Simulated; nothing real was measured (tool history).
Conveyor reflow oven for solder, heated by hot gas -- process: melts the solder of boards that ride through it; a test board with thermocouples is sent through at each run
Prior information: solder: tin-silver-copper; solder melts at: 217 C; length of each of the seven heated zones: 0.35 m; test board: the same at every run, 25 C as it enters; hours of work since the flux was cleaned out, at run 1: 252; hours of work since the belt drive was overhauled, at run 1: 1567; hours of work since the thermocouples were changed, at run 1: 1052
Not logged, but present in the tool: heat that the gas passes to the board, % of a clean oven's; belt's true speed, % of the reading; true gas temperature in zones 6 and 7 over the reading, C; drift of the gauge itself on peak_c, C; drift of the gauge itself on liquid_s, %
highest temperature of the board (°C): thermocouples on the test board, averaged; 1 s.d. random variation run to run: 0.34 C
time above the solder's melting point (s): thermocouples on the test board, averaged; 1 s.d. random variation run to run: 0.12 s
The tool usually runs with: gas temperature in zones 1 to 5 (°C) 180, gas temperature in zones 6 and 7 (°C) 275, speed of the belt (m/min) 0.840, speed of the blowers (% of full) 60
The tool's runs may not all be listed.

run	hour	gas temperature in zones 1 to 5 (°C)	gas temperature in zones 6 and 7 (°C)	speed of the belt (m/min)	speed of the blowers (% of full)	hours of work since the flux was cleaned out	hours of work since the belt drive was overhauled	hours of work since the thermocouples were changed	highest temperature of the board (°C)	time above the solder's melting point (s)
1	0.0	180	275	0.840	60	252	1567	1052	257.7	43.0
2	75.5	180	275	0.840	55	304	1618	1104	256.1	42.0
# hour 107.6: thermocouples of zones 6 and 7 changed
3	134.0	180	275	0.840	55	342	1657	18	259.3	43.4
# hour 207.5: flux residue cleaned out of gas plates and filters
4	212.5	180	275	0.840	55	3	1707	68	257.8	42.7
5	286.1	180	275	0.840	55	54	1757	118	257.4	42.7
# hour 314.7: belt drive overhauled, speed set with a stopwatch
6	382.1	180	275	0.840	55	116	46	181	256.2	40.3
# hour 419.4: flux residue cleaned out of gas plates and filters, once more
7	469.7	180	275	0.840	55	34	102	238	258.4	41.8
8	512.9	180	275	0.840	55	64	132	267	258.2	41.5
9	592.7	180	275	0.840	55	118	186	322	257.9	41.4
10	662.3	180	275	0.840	55	166	234	369	258.0	41.5
11	725.2	180	280	0.840	60	209	277	412	263.2	43.6
12	814.9	180	280	0.840	60	270	338	473	262.7	43.6
13	911.9	180	275	0.840	62	336	404	540	257.7	42.0
# hour 995.0: flux residue cleaned out of gas plates and filters
14	996.7	180	275	0.840	62	1	459	594	259.6	42.6
15	1044.3	180	275	0.840	60	34	491	626	258.9	42.3
16	1107.5	180	272	0.840	60	77	534	670	256.4	41.2
17	1181.6	193	285	0.824	86	127	585	720	273.4	50.9
18	1266.3	193	285	0.824	86	185	643	778	274.2	51.1
19	1319.0	193	285	0.824	86	221	679	814	273.7	50.9
20	1398.5	193	285	0.824	86	275	733	868	273.5	51.1
21	1440.4	178	274	0.928	51	304	762	897	250.1	33.4
22	1522.8	178	274	1.009	51	360	818	953	246.1	28.5
# hour 1569.3: flux residue cleaned out of gas plates and filters
23	1620.1	181	275	0.840	64	35	881	1016	259.3	43.1
24	1662.0	166	282	0.918	58	63	909	1045	257.8	35.4
25	1751.9	180	267	0.726	60	125	971	1106	253.1	48.1
# hour 1774.0: thermocouples of zones 6 and 7 changed
26	1831.1	186	284	0.840	60	177	1024	39	269.9	48.1
27	1897.4	186	284	0.840	60	223	1069	84	270.0	47.9
28	1980.8	172	284	0.840	60	280	1126	141	267.0	44.2
29	2028.8	193	275	0.840	61	312	1159	174	262.3	47.7
30	2110.6	193	274	0.754	61	368	1214	230	263.1	53.7

Measured less the same run without the tool's hidden state. The same run-to-run variation is in both; the gauge's scatter may not be:
run	highest temperature of the board (°C)	time above the solder's melting point (s)
1	-3.7	+0.2
2	-3.9	+0.0
3	-0.6	+1.3
4	-2.0	+0.7
5	-2.4	+0.6
6	-4.1	-2.1
7	-1.3	-0.5
8	-1.5	-0.5
9	-1.9	-0.7
10	-2.2	-0.7
11	-2.5	-0.7
12	-3.0	-0.7
13	-3.5	-1.0
14	-2.1	-0.3
15	-2.3	-0.4
16	-2.6	-0.5
17	-3.3	+0.1
18	-3.6	+0.1
19	-3.9	+0.0
20	-4.3	+0.0
21	-4.0	-1.4
22	-4.3	-1.7
23	-3.5	-0.3
24	-3.5	-0.6
25	-4.2	-0.8
26	-0.3	+1.0
27	-0.6	+1.0
28	-1.0	+0.7
29	-1.1	+0.8
30	-1.4	+1.0
